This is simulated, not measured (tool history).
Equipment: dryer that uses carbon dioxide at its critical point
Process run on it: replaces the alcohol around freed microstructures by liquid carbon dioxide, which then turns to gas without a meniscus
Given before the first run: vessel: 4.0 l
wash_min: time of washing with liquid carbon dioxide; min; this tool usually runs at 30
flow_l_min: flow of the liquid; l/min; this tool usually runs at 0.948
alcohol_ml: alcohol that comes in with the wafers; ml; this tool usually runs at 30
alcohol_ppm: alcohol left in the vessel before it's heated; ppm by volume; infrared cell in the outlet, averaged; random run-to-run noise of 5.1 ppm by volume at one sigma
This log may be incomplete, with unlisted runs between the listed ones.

{"run": 1, "hour": 0.0, "wash_min": 30, "flow_l_min": 0.948, "alcohol_ml": 30, "alcohol_ppm": 125}
{"run": 2, "hour": 18.0, "wash_min": 30, "flow_l_min": 0.948, "alcohol_ml": 30, "alcohol_ppm": 124}
{"run": 3, "hour": 37.0, "wash_min": 30, "flow_l_min": 0.948, "alcohol_ml": 30, "alcohol_ppm": 125}
{"run": 4, "hour": 60.1, "wash_min": 33, "flow_l_min": 0.948, "alcohol_ml": 30, "alcohol_ppm": 105}
{"run": 5, "hour": 77.7, "wash_min": 30, "flow_l_min": 0.948, "alcohol_ml": 30, "alcohol_ppm": 128}
{"run": 6, "hour": 87.5, "wash_min": 30, "flow_l_min": 0.948, "alcohol_ml": 30, "alcohol_ppm": 128}
{"run": 7, "hour": 110.8, "wash_min": 30, "flow_l_min": 0.948, "alcohol_ml": 30, "alcohol_ppm": 128}
{"run": 8, "hour": 133.8, "wash_min": 30, "flow_l_min": 0.884, "alcohol_ml": 110, "alcohol_ppm": 381}
{"run": 9, "hour": 144.2, "wash_min": 30, "flow_l_min": 0.884, "alcohol_ml": 110, "alcohol_ppm": 370}
{"run": 10, "hour": 159.9, "wash_min": 25, "flow_l_min": 1.571, "alcohol_ml": 66, "alcohol_ppm": 102}
{"run": 11, "hour": 175.1, "wash_min": 33, "flow_l_min": 0.672, "alcohol_ml": 30, "alcohol_ppm": 242}
{"run": 12, "hour": 192.9, "wash_min": 27, "flow_l_min": 0.948, "alcohol_ml": 56, "alcohol_ppm": 275}
{"run": 13, "hour": 210.8, "wash_min": 27, "flow_l_min": 0.629, "alcohol_ml": 26, "alcohol_ppm": 431}
{"run": 14, "hour": 223.3, "wash_min": 19, "flow_l_min": 0.948, "alcohol_ml": 29, "alcohol_ppm": 427}

The same runs without the tool's hidden state, with the same run-to-run variation:
The tool's hidden condition here consists of: flow that reaches the vessel past the clogged filter, %; alcohol in the recycled carbon dioxide, ppm; drift of the gauge itself on alcohol_ppm, %.
run=1 alcohol_ppm=47
run=2 alcohol_ppm=45
run=3 alcohol_ppm=46
run=4 alcohol_ppm=28
run=5 alcohol_ppm=43
run=6 alcohol_ppm=45
run=7 alcohol_ppm=42
run=8 alcohol_ppm=237
run=9 alcohol_ppm=224
run=10 alcohol_ppm=15
run=11 alcohol_ppm=132
run=12 alcohol_ppm=146
run=13 alcohol_ppm=289
run=14 alcohol_ppm=281
